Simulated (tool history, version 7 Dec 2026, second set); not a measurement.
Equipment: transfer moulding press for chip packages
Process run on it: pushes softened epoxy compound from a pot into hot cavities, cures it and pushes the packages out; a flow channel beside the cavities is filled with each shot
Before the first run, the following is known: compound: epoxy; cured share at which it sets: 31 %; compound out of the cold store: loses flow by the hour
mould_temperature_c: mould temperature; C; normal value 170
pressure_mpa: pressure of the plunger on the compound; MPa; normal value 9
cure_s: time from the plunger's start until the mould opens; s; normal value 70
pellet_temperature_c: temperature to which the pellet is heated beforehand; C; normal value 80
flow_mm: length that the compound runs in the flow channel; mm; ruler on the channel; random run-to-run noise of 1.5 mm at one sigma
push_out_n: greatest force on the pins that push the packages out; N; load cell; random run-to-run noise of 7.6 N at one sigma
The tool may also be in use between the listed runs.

run	hour	mould_temperature_c	pressure_mpa	cure_s	pellet_temperature_c	incoming compound's hours out of the cold store	flow_mm	push_out_n
1	0	170	9	70	80	30.8	743	329
2	17.9	170	9	70	80	18.7	796	440
3	34.9	173	9	70	80	18.7	787	486
4	60.6	173	9	70	85	38.2	702	549
5	81.9	173	9	70	85	17.8	790	590
6	94.4	173	9	70	85	26.5	746	604
# hour 112.2: plunger's sealing rings changed
# hour 115.9: cavities cleaned with cleaning compound and waxed
7	126.9	173	9	76	85	36.3	721	690
8	153.7	170	7.04	58	89	10.5	753	1137
9	181.1	170	10.62	56	84	24.7	846	1111
10	194.4	170	10.62	56	84	38.5	780	1071

Each row is a separate what-if for the run after 10, all from the same tool condition, not one after another. Results?
A	221	170	10.62	62	84	37.2	?	?
B	221	170	8.41	59	80	10.5	?	?
C	221	170	10.62	56	89	26.3	?	?
D	221	170	10.63	51	80	45.8	?	?
E	221	170	9	72	80	30.5	?	?

run	flow_mm	push_out_n
A	783	892
B	819	1052
C	835	1108
D	746	1290
E	750	729
Stripped of hidden state, with their random variation kept, the same runs would have yielded:
run	flow_mm	push_out_n
A	792	385
B	829	447
C	845	475
D	755	552
E	759	312

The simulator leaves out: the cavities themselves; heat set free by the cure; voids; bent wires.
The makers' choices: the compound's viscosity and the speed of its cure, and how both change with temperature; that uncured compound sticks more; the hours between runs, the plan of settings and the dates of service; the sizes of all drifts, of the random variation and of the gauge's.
